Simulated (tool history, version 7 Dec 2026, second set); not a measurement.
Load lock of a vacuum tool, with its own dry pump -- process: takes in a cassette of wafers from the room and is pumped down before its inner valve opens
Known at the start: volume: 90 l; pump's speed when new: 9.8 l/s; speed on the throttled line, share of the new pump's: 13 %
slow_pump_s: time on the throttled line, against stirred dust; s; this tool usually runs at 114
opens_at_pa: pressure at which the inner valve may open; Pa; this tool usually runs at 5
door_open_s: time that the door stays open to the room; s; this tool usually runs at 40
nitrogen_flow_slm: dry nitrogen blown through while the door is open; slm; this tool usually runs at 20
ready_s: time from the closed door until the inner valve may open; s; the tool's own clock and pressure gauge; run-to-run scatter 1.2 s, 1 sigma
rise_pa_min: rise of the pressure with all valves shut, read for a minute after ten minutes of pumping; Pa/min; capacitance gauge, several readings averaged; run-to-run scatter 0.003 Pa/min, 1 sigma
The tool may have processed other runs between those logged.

| run | hour | slow_pump_s | opens_at_pa | door_open_s | nitrogen_flow_slm | incoming humidity of the room's air, % | ready_s | rise_pa_min |
|---|---|---|---|---|---|---|---|---|
| 1 | 0.0 | 114 | 5 | 40 | 20 | 46.5 | 215.9 | 0.403 |
|  | 64.5 | dry pump taken out, an overhauled one fitted |
| 2 | 344.3 | 114 | 5 | 40 | 20 | 45.7 | 193.2 | 0.419 |
| 3 | 751.4 | 114 | 5 | 40 | 20 | 45.1 | 192.3 | 0.458 |
| 4 | 1196.2 | 114 | 5 | 40 | 20 | 45.7 | 194.7 | 0.502 |
| 5 | 1583.2 | 114 | 5 | 40 | 20 | 37.7 | 192.3 | 0.542 |
| 6 | 2037.9 | 114 | 5 | 40 | 13 | 47.9 | 197.5 | 0.594 |
|  | 2246.0 | door's seal changed, seat wiped |
| 7 | 2585.3 | 114 | 5 | 40 | 13 | 43.0 | 196.8 | 0.043 |
| 8 | 3045.5 | 114 | 5 | 40 | 13 | 47.5 | 197.9 | 0.050 |
| 9 | 3307.5 | 114 | 5 | 40 | 7 | 44.7 | 197.8 | 0.061 |
| 10 | 3767.4 | 114 | 5 | 40 | 20 | 42.6 | 199.7 | 0.057 |
| 11 | 4168.7 | 114 | 5 | 40 | 20 | 46.0 | 200.3 | 0.075 |
| 12 | 4720.2 | 114 | 5 | 27 | 6 | 41.0 | 204.0 | 0.095 |
| 13 | 5088.9 | 148 | 5 | 40 | 5 | 43.6 | 235.3 | 0.118 |
| 14 | 5513.2 | 148 | 6 | 159 | 5 | 44.8 | 232.7 | 0.163 |
| 15 | 5929.1 | 114 | 7 | 40 | 20 | 45.6 | 201.3 | 0.156 |
| 16 | 6258.5 | 212 | 8 | 40 | 20 | 42.5 | 282.7 | 0.161 |
| 17 | 6623.6 | 212 | 8 | 36 | 12 | 45.5 | 286.7 | 0.190 |
| 18 | 7166.0 | 212 | 8 | 36 | 12 | 46.3 | 289.9 | 0.237 |
| 19 | 7641.6 | 137 | 4 | 95 | 7 | 48.6 | 236.0 | 0.283 |
| 20 | 8082.8 | 98 | 4 | 95 | 12 | 47.0 | 203.2 | 0.309 |
| 21 | 8492.0 | 98 | 4 | 95 | 12 | 43.5 | 205.2 | 0.326 |
| 22 | 8840.6 | 114 | 4 | 40 | 39 | 44.5 | 218.7 | 0.336 |

For each run, the measured value with the value that run would have given without the tool's hidden condition subtracted. The run-to-run variation is shared by both, the gauge scatter possibly not:
Hidden state at play: pump's speed, % of a new pump's; leak at the door's seal, Pa l/s; drift of the gauge itself on ready_s, %; drift of the gauge itself on rise_pa_min, %.
| run | ready_s | rise_pa_min |
|---|---|---|
| 1 | +21.9 | +0.373 |
| 2 | +1.2 | +0.394 |
| 3 | +2.1 | +0.427 |
| 4 | +2.9 | +0.475 |
| 5 | +3.7 | +0.516 |
| 6 | +4.8 | +0.559 |
| 7 | +5.8 | +0.007 |
| 8 | +7.1 | +0.017 |
| 9 | +7.6 | +0.023 |
| 10 | +8.6 | +0.035 |
| 11 | +9.6 | +0.047 |
| 12 | +11.1 | +0.068 |
| 13 | +11.7 | +0.085 |
| 14 | +12.2 | +0.104 |
| 15 | +13.7 | +0.128 |
| 16 | +11.7 | +0.138 |
| 17 | +12.7 | +0.163 |
| 18 | +14.0 | +0.202 |
| 19 | +20.0 | +0.237 |
| 20 | +22.5 | +0.262 |
| 21 | +24.1 | +0.286 |
| 22 | +24.7 | +0.313 |

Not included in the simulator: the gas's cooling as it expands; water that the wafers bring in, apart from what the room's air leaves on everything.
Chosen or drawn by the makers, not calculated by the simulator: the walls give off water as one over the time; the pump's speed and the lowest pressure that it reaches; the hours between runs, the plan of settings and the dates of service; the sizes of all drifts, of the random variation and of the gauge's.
